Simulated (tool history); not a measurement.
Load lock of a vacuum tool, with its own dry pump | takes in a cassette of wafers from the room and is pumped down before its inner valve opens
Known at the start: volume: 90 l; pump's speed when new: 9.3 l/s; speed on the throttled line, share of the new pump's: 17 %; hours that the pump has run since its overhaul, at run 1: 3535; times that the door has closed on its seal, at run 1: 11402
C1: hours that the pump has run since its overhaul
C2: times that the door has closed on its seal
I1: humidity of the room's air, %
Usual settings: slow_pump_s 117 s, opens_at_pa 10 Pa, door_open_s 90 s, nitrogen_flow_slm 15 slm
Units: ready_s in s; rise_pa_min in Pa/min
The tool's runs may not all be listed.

run 1 hour=0.0 | slow_pump_s=117 opens_at_pa=10 door_open_s=90 nitrogen_flow_slm=15 | C1=3535 C2=11402 | I1=43.9 | ready_s=186.8 rise_pa_min=0.036
run 2 hour=78.1 | slow_pump_s=117 opens_at_pa=10 door_open_s=90 nitrogen_flow_slm=15 | C1=3613 C2=11691 | I1=42.0 | ready_s=185.9 rise_pa_min=0.037
run 3 hour=157.8 | slow_pump_s=117 opens_at_pa=10 door_open_s=90 nitrogen_flow_slm=15 | C1=3693 C2=11985 | I1=42.5 | ready_s=187.3 rise_pa_min=0.036
run 4 hour=263.5 | slow_pump_s=117 opens_at_pa=10 door_open_s=90 nitrogen_flow_slm=15 | C1=3798 C2=12376 | I1=43.0 | ready_s=185.0 rise_pa_min=0.029
run 5 hour=321.0 | slow_pump_s=117 opens_at_pa=10 door_open_s=90 nitrogen_flow_slm=8 | C1=3856 C2=12588 | I1=45.9 | ready_s=185.8 rise_pa_min=0.040
run 6 hour=419.6 | slow_pump_s=117 opens_at_pa=10 door_open_s=90 nitrogen_flow_slm=8 | C1=3954 C2=12952 | I1=43.7 | ready_s=184.6 rise_pa_min=0.042
run 7 hour=464.4 | slow_pump_s=117 opens_at_pa=10 door_open_s=90 nitrogen_flow_slm=8 | C1=3999 C2=13118 | I1=42.3 | ready_s=188.5 rise_pa_min=0.039
run 8 hour=555.3 | slow_pump_s=117 opens_at_pa=13 door_open_s=90 nitrogen_flow_slm=15 | C1=4090 C2=13454 | I1=49.9 | ready_s=183.0 rise_pa_min=0.031
run 9 hour=619.4 | slow_pump_s=80 opens_at_pa=9 door_open_s=58 nitrogen_flow_slm=15 | C1=4154 C2=13690 | I1=43.2 | ready_s=155.8 rise_pa_min=0.028
run 10 hour=681.9 | slow_pump_s=80 opens_at_pa=9 door_open_s=58 nitrogen_flow_slm=15 | C1=4217 C2=13921 | I1=43.9 | ready_s=157.2 rise_pa_min=0.037
run 11 hour=780.9 | slow_pump_s=172 opens_at_pa=10 door_open_s=90 nitrogen_flow_slm=15 | C1=4316 C2=14287 | I1=40.4 | ready_s=235.0 rise_pa_min=0.033
run 12 hour=885.0 | slow_pump_s=198 opens_at_pa=10 door_open_s=37 nitrogen_flow_slm=15 | C1=4420 C2=14672 | I1=45.9 | ready_s=254.0 rise_pa_min=0.027
run 13 hour=983.7 | slow_pump_s=232 opens_at_pa=8 door_open_s=103 nitrogen_flow_slm=15 | C1=4518 C2=15036 | I1=45.7 | ready_s=283.1 rise_pa_min=0.036
run 14 hour=1061.8 | slow_pump_s=213 opens_at_pa=8 door_open_s=29 nitrogen_flow_slm=6 | C1=4597 C2=15325 | I1=45.2 | ready_s=269.9 rise_pa_min=0.027
run 15 hour=1164.1 | slow_pump_s=81 opens_at_pa=10 door_open_s=29 nitrogen_flow_slm=6 | C1=4699 C2=15703 | I1=48.1 | ready_s=156.7 rise_pa_min=0.026

5 ways to go on from here, each from the tool as it stands after run 15. What would each give?
run A hour=1252.7 | slow_pump_s=117 opens_at_pa=18 door_open_s=90 nitrogen_flow_slm=15 | C1=4787 C2=16030 | I1=46.4 | ready_s=? rise_pa_min=?
run B hour=1252.7 | slow_pump_s=81 opens_at_pa=10 door_open_s=36 nitrogen_flow_slm=44 | C1=4787 C2=16030 | I1=47.7 | ready_s=? rise_pa_min=?
run C hour=1252.7 | slow_pump_s=169 opens_at_pa=7 door_open_s=90 nitrogen_flow_slm=15 | C1=4787 C2=16030 | I1=46.2 | ready_s=? rise_pa_min=?
run D hour=1252.7 | slow_pump_s=81 opens_at_pa=10 door_open_s=29 nitrogen_flow_slm=21 | C1=4787 C2=16030 | I1=48.4 | ready_s=? rise_pa_min=?
run E hour=1252.7 | slow_pump_s=117 opens_at_pa=8 door_open_s=238 nitrogen_flow_slm=15 | C1=4787 C2=16030 | I1=44.1 | ready_s=? rise_pa_min=?

run=A ready_s=180.9 rise_pa_min=0.038
run=B ready_s=155.0 rise_pa_min=0.025
run=C ready_s=233.7 rise_pa_min=0.037
run=D ready_s=155.7 rise_pa_min=0.021
run=E ready_s=188.4 rise_pa_min=0.041
Without the tool's hidden state the same runs would have given:
run=A ready_s=180.8 rise_pa_min=0.037
run=B ready_s=154.9 rise_pa_min=0.024
run=C ready_s=233.6 rise_pa_min=0.036
run=D ready_s=155.6 rise_pa_min=0.020
run=E ready_s=188.3 rise_pa_min=0.040

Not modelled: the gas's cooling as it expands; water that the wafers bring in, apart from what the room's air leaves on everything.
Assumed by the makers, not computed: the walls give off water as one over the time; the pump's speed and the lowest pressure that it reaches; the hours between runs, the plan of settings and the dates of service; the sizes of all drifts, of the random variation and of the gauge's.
